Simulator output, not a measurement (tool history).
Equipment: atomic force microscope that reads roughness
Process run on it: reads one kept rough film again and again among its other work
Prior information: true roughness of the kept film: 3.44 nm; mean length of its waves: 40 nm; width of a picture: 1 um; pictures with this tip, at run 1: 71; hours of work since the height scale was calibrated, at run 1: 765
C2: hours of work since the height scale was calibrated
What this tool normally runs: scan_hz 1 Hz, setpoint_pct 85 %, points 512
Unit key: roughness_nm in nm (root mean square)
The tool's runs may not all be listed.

run 1 hour=0 | scan_hz=1 setpoint_pct=85 points=512 | pictures_with_this_tip=71 C2=765 | roughness_nm=2.94
run 2 hour=33.3 | scan_hz=1 setpoint_pct=85 points=512 | pictures_with_this_tip=125 C2=780 | roughness_nm=2.871
run 3 hour=79.3 | scan_hz=1 setpoint_pct=85 points=512 | pictures_with_this_tip=199 C2=801 | roughness_nm=2.784
run 4 hour=111.3 | scan_hz=1 setpoint_pct=85 points=287 | pictures_with_this_tip=251 C2=816 | roughness_nm=2.715
-- hour=147.9 new tip fitted
run 5 hour=168.3 | scan_hz=1 setpoint_pct=85 points=287 | pictures_with_this_tip=33 C2=842 | roughness_nm=2.943
run 6 hour=223.4 | scan_hz=1 setpoint_pct=85 points=512 | pictures_with_this_tip=122 C2=868 | roughness_nm=2.84
run 7 hour=273.4 | scan_hz=1 setpoint_pct=85 points=512 | pictures_with_this_tip=203 C2=891 | roughness_nm=2.772
run 8 hour=304.3 | scan_hz=1 setpoint_pct=85 points=512 | pictures_with_this_tip=252 C2=905 | roughness_nm=2.74
run 9 hour=331.7 | scan_hz=1 setpoint_pct=85 points=512 | pictures_with_this_tip=297 C2=917 | roughness_nm=2.692
-- hour=342.5 new tip fitted
run 10 hour=370 | scan_hz=1 setpoint_pct=85 points=512 | pictures_with_this_tip=45 C2=935 | roughness_nm=2.944
run 11 hour=413.8 | scan_hz=1 setpoint_pct=85 points=793 | pictures_with_this_tip=115 C2=955 | roughness_nm=2.878
run 12 hour=450.7 | scan_hz=1 setpoint_pct=85 points=512 | pictures_with_this_tip=175 C2=972 | roughness_nm=2.802
run 13 hour=485.6 | scan_hz=1 setpoint_pct=85 points=512 | pictures_with_this_tip=231 C2=988 | roughness_nm=2.742
run 14 hour=510.8 | scan_hz=1 setpoint_pct=85 points=512 | pictures_with_this_tip=272 C2=1000 | roughness_nm=2.708
-- hour=535.3 new tip fitted
run 15 hour=547.4 | scan_hz=1 setpoint_pct=85 points=959 | pictures_with_this_tip=20 C2=1016 | roughness_nm=2.958
run 16 hour=577.4 | scan_hz=1 setpoint_pct=85 points=512 | pictures_with_this_tip=68 C2=1030 | roughness_nm=2.917
run 17 hour=607.1 | scan_hz=1 setpoint_pct=85 points=512 | pictures_with_this_tip=116 C2=1044 | roughness_nm=2.868
run 18 hour=655.9 | scan_hz=1 setpoint_pct=85 points=512 | pictures_with_this_tip=195 C2=1066 | roughness_nm=2.769
run 19 hour=704 | scan_hz=1 setpoint_pct=85 points=512 | pictures_with_this_tip=273 C2=1089 | roughness_nm=2.678
-- hour=727.7 new tip fitted
run 20 hour=744.8 | scan_hz=1 setpoint_pct=85 points=512 | pictures_with_this_tip=28 C2=1107 | roughness_nm=2.94
run 21 hour=787.3 | scan_hz=0.97 setpoint_pct=82 points=937 | pictures_with_this_tip=96 C2=1127 | roughness_nm=2.9
run 22 hour=829.5 | scan_hz=1 setpoint_pct=85 points=411 | pictures_with_this_tip=164 C2=1146 | roughness_nm=2.796
run 23 hour=866.1 | scan_hz=1 setpoint_pct=89 points=512 | pictures_with_this_tip=223 C2=1163 | roughness_nm=2.692
run 24 hour=890.2 | scan_hz=1.21 setpoint_pct=72 points=512 | pictures_with_this_tip=262 C2=1174 | roughness_nm=2.81
-- hour=919.5 new tip fitted
run 25 hour=927.1 | scan_hz=1.21 setpoint_pct=72 points=512 | pictures_with_this_tip=13 C2=1191 | roughness_nm=3.059
run 26 hour=979.6 | scan_hz=1.21 setpoint_pct=72 points=512 | pictures_with_this_tip=98 C2=1215 | roughness_nm=2.946
run 27 hour=1009.4 | scan_hz=0.53 setpoint_pct=57 points=350 | pictures_with_this_tip=146 C2=1229 | roughness_nm=3.011
run 28 hour=1033.6 | scan_hz=2.9 setpoint_pct=76 points=679 | pictures_with_this_tip=185 C2=1240 | roughness_nm=2.601
run 29 hour=1060.3 | scan_hz=2.2 setpoint_pct=72 points=352 | pictures_with_this_tip=228 C2=1252 | roughness_nm=2.69
run 30 hour=1104.4 | scan_hz=3 setpoint_pct=58 points=450 | pictures_with_this_tip=299 C2=1273 | roughness_nm=2.729
-- hour=1111.8 new tip fitted
run 31 hour=1154.3 | scan_hz=0.53 setpoint_pct=64 points=450 | pictures_with_this_tip=69 C2=1295 | roughness_nm=3.123

What does the tool deliver on the next run?
run 32 hour=1179.2 | scan_hz=0.53 setpoint_pct=64 points=450 | pictures_with_this_tip=109 C2=1307 | roughness_nm=?

{"run 32": {"roughness_nm": 3.071}}
Had the tool carried no hidden state, the very same run would have given roughness_nm 3.244 nm (root mean square).
